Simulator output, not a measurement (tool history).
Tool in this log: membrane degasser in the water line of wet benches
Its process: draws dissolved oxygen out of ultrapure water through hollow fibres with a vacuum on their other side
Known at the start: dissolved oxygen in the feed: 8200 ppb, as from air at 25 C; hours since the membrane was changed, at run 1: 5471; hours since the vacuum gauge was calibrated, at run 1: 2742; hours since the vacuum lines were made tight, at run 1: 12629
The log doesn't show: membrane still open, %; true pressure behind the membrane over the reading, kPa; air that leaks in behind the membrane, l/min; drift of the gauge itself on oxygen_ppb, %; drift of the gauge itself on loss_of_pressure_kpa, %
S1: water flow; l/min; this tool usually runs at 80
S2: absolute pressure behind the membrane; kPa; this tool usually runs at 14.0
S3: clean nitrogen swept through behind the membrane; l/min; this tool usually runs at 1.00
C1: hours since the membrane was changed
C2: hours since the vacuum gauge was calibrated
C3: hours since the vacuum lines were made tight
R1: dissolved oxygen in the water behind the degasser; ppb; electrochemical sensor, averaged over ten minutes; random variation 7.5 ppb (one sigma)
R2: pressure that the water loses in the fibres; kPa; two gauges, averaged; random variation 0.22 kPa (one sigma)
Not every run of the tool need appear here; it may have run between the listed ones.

Run 1, hour 0.0: usual settings; C1 5471; C2 2742; C3 12629. Result: R1 1337.8 ppb, R2 54.99 kPa.
Run 2, hour 212.6: usual settings; C1 5684; C2 2955; C3 12842. Result: R1 1334.5 ppb, R2 54.50 kPa.
Run 3, hour 381.1: usual settings; C1 5852; C2 3123; C3 13010. Result: R1 1342.3 ppb, R2 54.94 kPa.
Run 4, hour 577.2: usual settings but S2 28.0 kPa; C1 6049; C2 3319; C3 13206. Result: R1 2566.0 ppb, R2 55.17 kPa.
Run 5, hour 831.7: usual settings but S2 28.0 kPa; C1 6303; C2 3574; C3 13461. Result: R1 2601.7 ppb, R2 54.95 kPa.
Run 6, hour 1092.7: usual settings but S2 28.0 kPa; C1 6564; C2 3835; C3 13722. Result: R1 2581.0 ppb, R2 55.16 kPa.
Run 7, hour 1263.7: usual settings but S2 14.6 kPa; C1 6735; C2 4006; C3 13893. Result: R1 1403.9 ppb, R2 55.29 kPa.
At hour 1425.8: seals of the vacuum lines changed.
Run 8, hour 1532.5: usual settings but S1 49 l/min; C1 7002; C2 4273; C3 107. Result: R1 935.8 ppb, R2 33.84 kPa.
Run 9, hour 1714.0: usual settings but S1 70 l/min; C1 7183; C2 4454; C3 288. Result: R1 1238.8 ppb, R2 48.51 kPa.
Run 10, hour 1909.5: usual settings; C1 7379; C2 4650; C3 484. Result: R1 1354.3 ppb, R2 55.41 kPa.
At hour 1930.0: vacuum gauge calibrated.
Run 11, hour 2209.5: usual settings; C1 7678; C2 279; C3 783. Result: R1 1352.9 ppb, R2 55.40 kPa.
Run 12, hour 2384.5: usual settings; C1 7853; C2 454; C3 958. Result: R1 1382.4 ppb, R2 55.71 kPa.
Run 13, hour 2560.4: usual settings; C1 8029; C2 630; C3 1134. Result: R1 1349.9 ppb, R2 55.38 kPa.
Run 14, hour 2838.1: usual settings but S2 9.8 kPa; C1 8307; C2 908; C3 1412. Result: R1 906.2 ppb, R2 56.08 kPa.
Run 15, hour 3062.9: usual settings but S2 9.8 kPa; C1 8532; C2 1133; C3 1637. Result: R1 915.6 ppb, R2 55.86 kPa.
Run 16, hour 3211.9: usual settings; C1 8681; C2 1282; C3 1786. Result: R1 1376.4 ppb, R2 55.50 kPa.
Run 17, hour 3347.9: usual settings but S2 13.1 kPa, S3 2.26 l/min; C1 8817; C2 1418; C3 1922. Result: R1 756.1 ppb, R2 55.81 kPa.
Run 18, hour 3571.7: usual settings but S2 9.4 kPa; C1 9041; C2 1642; C3 2145. Result: R1 869.5 ppb, R2 56.25 kPa.
At hour 3656.2: vacuum gauge calibrated, once more.
Run 19, hour 3713.7: usual settings but S1 108 l/min, S2 23.9 kPa; C1 9182; C2 58; C3 2287. Result: R1 2732.9 ppb, R2 75.59 kPa.
Run 20, hour 3867.4: usual settings but S1 78 l/min, S2 23.7 kPa, S3 0.70 l/min; C1 9336; C2 211; C3 2441. Result: R1 2656.2 ppb, R2 54.33 kPa.
Run 21, hour 4000.6: usual settings but S1 68 l/min; C1 9469; C2 344; C3 2574. Result: R1 1195.9 ppb, R2 47.54 kPa.
Run 22, hour 4245.8: usual settings but S1 68 l/min; C1 9714; C2 590; C3 2819. Result: R1 1206.0 ppb, R2 47.62 kPa.
Run 23, hour 4499.5: usual settings but S1 94 l/min, S2 11.9 kPa, S3 0.58 l/min; C1 9968; C2 843; C3 3073. Result: R1 1660.0 ppb, R2 65.92 kPa.
Run 24, hour 4805.2: usual settings but S1 92 l/min, S2 11.9 kPa, S3 1.07 l/min; C1 10274; C2 1149; C3 3378. Result: R1 1227.3 ppb, R2 65.03 kPa.
Run 25, hour 4972.7: usual settings but S1 92 l/min, S2 11.9 kPa, S3 1.07 l/min; C1 10441; C2 1317; C3 3546. Result: R1 1227.5 ppb, R2 64.60 kPa.
Run 26, hour 5280.5: usual settings but S3 2.27 l/min; C1 10749; C2 1624; C3 3854. Result: R1 806.5 ppb, R2 56.38 kPa.
Run 27, hour 5508.8: usual settings but S3 2.27 l/min; C1 10977; C2 1853; C3 4082. Result: R1 815.8 ppb, R2 56.89 kPa.
Run 28, hour 5705.3: usual settings but S3 2.27 l/min; C1 11174; C2 2049; C3 4279. Result: R1 809.2 ppb, R2 56.88 kPa.
Run 29, hour 5956.3: usual settings but S3 2.27 l/min; C1 11425; C2 2300; C3 4530. Result: R1 807.1 ppb, R2 56.58 kPa.
Run 30, hour 6228.9: usual settings but S1 54 l/min, S2 22.2 kPa, S3 0.52 l/min; C1 11697; C2 2573; C3 4802. Result: R1 2421.0 ppb, R2 38.49 kPa.
Run 31, hour 6394.9: usual settings but S1 115 l/min, S2 33.5 kPa, S3 2.15 l/min; C1 11863; C2 2739; C3 4968. Result: R1 2477.1 ppb, R2 81.66 kPa.

Describe how what the log doesn't record of the tool's condition differs between the last listed run preceding each entry between runs and the first listed run following it.
From run 7 to run 8: seals of the vacuum lines changed (hour 1425.8)
  membrane still open, %: 95.9 -> 95.7; air that leaks in behind the membrane, l/min: 0.0423 -> 0.0014
  measured less the result without the state, R1: +7.7 -> +8.5 ppb; R2: +2.29 -> +1.45 kPa
From run 10 to run 11: vacuum gauge calibrated (hour 1930.0)
  membrane still open, %: 95.5 -> 95.3; true pressure behind the membrane over the reading, kPa: 0.07 -> 0.12; air that leaks in behind the membrane, l/min: 0.0025 -> 0.0033
  measured less the result without the state, R1: +19.9 -> +24.8 ppb; R2: +2.49 -> +2.59 kPa
From run 18 to run 19: vacuum gauge calibrated, once more (hour 3656.2)
  membrane still open, %: 94.5 -> 94.4; true pressure behind the membrane over the reading, kPa: 0.15 -> 0.01; air that leaks in behind the membrane, l/min: 0.0072 -> 0.0075
  measured less the result without the state, R1: +34.6 -> +18.3 ppb; R2: +3.10 -> +4.22 kPa

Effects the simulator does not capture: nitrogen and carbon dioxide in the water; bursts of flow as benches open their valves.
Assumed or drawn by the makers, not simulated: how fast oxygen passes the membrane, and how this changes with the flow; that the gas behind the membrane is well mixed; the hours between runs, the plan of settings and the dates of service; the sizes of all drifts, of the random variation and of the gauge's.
